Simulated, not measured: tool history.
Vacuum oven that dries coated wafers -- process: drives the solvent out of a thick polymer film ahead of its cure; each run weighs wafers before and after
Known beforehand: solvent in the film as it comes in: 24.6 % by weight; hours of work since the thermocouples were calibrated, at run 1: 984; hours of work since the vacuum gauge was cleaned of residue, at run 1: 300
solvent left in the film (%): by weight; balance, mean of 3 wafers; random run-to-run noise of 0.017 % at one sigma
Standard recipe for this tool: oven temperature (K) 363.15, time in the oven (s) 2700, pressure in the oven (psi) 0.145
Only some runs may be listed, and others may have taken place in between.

run,hour,oven temperature (K),time in the oven (s),pressure in the oven (psi),hours of work since the thermocouples were calibrated,hours of work since the vacuum gauge was cleaned of residue,solvent left in the film (%)
1,0,363.15,2700,0.145,984,300,2.26
2,51.4,363.15,2700,0.145,1010,326,2.25
3,103.8,363.15,2700,0.107,1036,352,2.18
4,174.6,363.15,2700,0.107,1071,387,2.21
5,243.4,363.15,2700,0.148,1105,422,2.27
6,319.2,363.15,2700,0.183,1143,459,2.34
7,364.4,363.15,2700,0.145,1166,482,2.28
8,440.3,363.15,2700,0.135,1203,520,2.26
9,514.1,363.15,2700,0.135,1240,557,2.27
10,559.9,366.15,2700,0.145,1263,579,1.67
11,614.9,366.15,2700,0.145,1290,607,1.71
12,670,366.15,2700,0.145,1318,634,1.71
13,718.8,350.15,2700,0.145,1342,659,5.82
# hour 753.5: oven's thermocouples calibrated
14,780.5,375.15,2700,0.145,13,688,0.61
15,849.9,363.15,2700,0.145,48,723,2.1
16,892.4,363.15,2700,0.145,69,744,2.11
17,962.2,363.15,2700,0.145,104,779,2.09
18,1047.6,363.15,2700,0.281,147,821,2.38
19,1108.8,363.15,2700,0.145,177,852,2.1
20,1192.3,363.15,2700,0.145,219,894,2.08
21,1271.9,363.15,2700,0.145,258,933,2.1
# hour 1294.6: oven's thermocouples calibrated, once more
22,1357.1,363.15,2700,0.145,31,975,2.62
23,1435.9,363.15,1740,0.145,70,1014,5.21
24,1518.5,363.15,2640,0.145,112,1055,2.75
25,1611.8,363.15,1560,0.205,158,1102,6.02
26,1677.9,374.15,1440,0.487,191,1135,3.87
27,1722,374.15,1440,0.487,213,1157,3.82
28,1767.5,372.15,2700,0.145,236,1179,1.15
29,1836,350.15,2700,0.145,270,1213,6.4
30,1874.2,351.15,1560,0.083,289,1232,9.71
31,1963.1,373.15,2400,0.086,333,1277,1.25
32,2032.5,372.15,2580,0.145,368,1311,1.28
33,2086.8,372.15,2580,0.145,395,1338,1.27
34,2125.8,366.15,2580,0.183,414,1358,2.3
35,2201.8,366.15,2580,0.183,452,1396,2.28
36,2249.2,374.15,2820,0.148,476,1419,0.86
37,2295.5,363.15,2700,0.102,499,1442,2.57
38,2375.1,363.15,2700,0.574,539,1482,3.65
39,2417.4,360.15,4680,0.149,560,1503,1.33
40,2510.9,360.15,4680,0.149,606,1550,1.33
41,2588.7,360.15,4680,0.149,645,1588,1.31
42,2657.2,366.15,2760,0.145,679,1623,1.99
43,2747,366.15,3420,0.292,724,1667,1.61
44,2812.3,377.15,2340,0.292,756,1700,1.15
45,2869,363.15,4740,0.276,785,1728,1.32
46,2941,363.15,4740,0.276,821,1764,1.31
47,3001,363.15,4260,0.45,850,1794,1.91

Each row is a separate what-if for the run after 47, all from the same tool condition, not one after another. Results?
A,3040.6,371.15,2460,0.273,870,1814,?
B,3040.6,350.15,3600,0.377,870,1814,?
C,3040.6,374.15,3900,0.128,870,1814,?

run,solvent left in the film (%)
A,1.76
B,5.37
C,0.5
Had the tool no hidden state, the same runs would have come out as:
run,solvent left in the film (%)
A,1.67
B,5.22
C,0.32

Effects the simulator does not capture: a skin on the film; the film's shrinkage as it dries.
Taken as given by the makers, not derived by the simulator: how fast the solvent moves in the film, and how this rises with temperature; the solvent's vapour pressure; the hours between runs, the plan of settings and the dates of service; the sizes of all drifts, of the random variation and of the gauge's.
